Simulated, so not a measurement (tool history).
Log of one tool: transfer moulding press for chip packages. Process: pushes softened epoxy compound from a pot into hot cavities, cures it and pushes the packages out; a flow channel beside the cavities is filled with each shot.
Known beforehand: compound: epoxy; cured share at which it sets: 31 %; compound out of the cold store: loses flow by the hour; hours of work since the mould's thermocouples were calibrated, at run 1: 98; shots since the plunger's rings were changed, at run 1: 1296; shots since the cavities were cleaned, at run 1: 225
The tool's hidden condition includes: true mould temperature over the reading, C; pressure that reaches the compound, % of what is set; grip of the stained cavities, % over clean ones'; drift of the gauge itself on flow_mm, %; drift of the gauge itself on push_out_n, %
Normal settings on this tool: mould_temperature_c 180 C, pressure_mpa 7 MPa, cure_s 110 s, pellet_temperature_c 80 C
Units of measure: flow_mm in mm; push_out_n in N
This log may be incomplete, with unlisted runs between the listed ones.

run	hour	mould_temperature_c	pressure_mpa	cure_s	pellet_temperature_c	hours of work since the mould's thermocouples were calibrated	shots since the plunger's rings were changed	shots since the cavities were cleaned	incoming compound's hours out of the cold store	flow_mm	push_out_n
1	0	180	7	110	80	98	1296	225	30.9	654	447
2	8.2	180	7	110	80	104	1415	344	11.2	680	508
3	14.6	186	7	110	80	109	1508	437	18.7	661	485
# hour 23: cavities cleaned with cleaning compound and waxed
4	23	181	7	110	80	115	1609	0	19.4	668	363
5	27.7	180	7	110	80	119	1678	69	23.4	655	399
6	37.7	180	7	110	80	127	1823	214	29.3	658	456
7	42.2	180	7	110	80	130	1889	280	9.9	670	503
8	47.2	180	7	110	80	134	1962	353	19.1	660	493
9	52	180	7	110	80	138	2031	422	23	651	520
# hour 62.1: cavities cleaned with cleaning compound and waxed
10	62.8	180	7	110	80	146	2167	10	18.5	667	379
11	70.1	180	7	110	80	151	2273	116	27.3	644	430
12	81.1	180	7	110	80	160	2433	276	21.8	653	479
13	87.9	173	7	110	80	166	2532	375	38.3	641	730
14	92.8	173	7	110	80	170	2603	446	21.3	660	761
# hour 101.1: cavities cleaned with cleaning compound and waxed
15	103.8	183	8.19	98	80	177	2743	40	43.3	661	404
16	112.7	178	7	116	72	184	2872	169	44	622	443
17	119	176	6.04	116	73	189	2963	260	38.7	582	493
18	126.7	176	6.04	116	73	196	3076	373	12	619	564
19	131.6	176	6.04	116	73	199	3147	444	27.7	597	560
# hour 139.5: cavities cleaned with cleaning compound and waxed
20	139.9	180	8.31	105	86	205	3247	6	17.1	710	401
21	146.6	176	8.77	92	73	210	3343	102	25.6	718	717
22	151.8	179	5.48	142	80	214	3419	178	45.4	547	408
23	159.6	179	5.48	142	80	221	3533	292	33.8	559	439
24	164.3	179	5.48	142	80	224	3602	361	41.6	541	458
25	174.7	179	5.8	122	75	233	3753	512	30.4	567	518
# hour 178.7: cavities cleaned with cleaning compound and waxed
26	185.8	175	7.83	123	75	240	3893	104	44.2	651	432
27	191.2	175	7.83	123	75	245	3972	183	34.1	654	479
28	197.7	175	7.83	123	75	250	4066	277	28.5	673	524

Each row is a separate what-if for the run after 28, all from the same tool condition, not one after another. Results?
A	204	180	7	111	80	255	4157	368	37	?	?
B	204	180	7	129	78	255	4157	368	42	?	?
C	204	173	6.84	110	71	255	4157	368	24.8	?	?
D	204	177	5.68	123	75	255	4157	368	30.2	?	?
E	204	185	5.73	123	75	255	4157	368	27.3	?	?

run	flow_mm	push_out_n
A	612	485
B	598	445
C	628	666
D	564	501
E	560	458
Take away the tool's hidden state, keep each run's random variation, and the runs would have read:
run	flow_mm	push_out_n
A	658	361
B	643	329
C	675	499
D	605	375
E	601	341
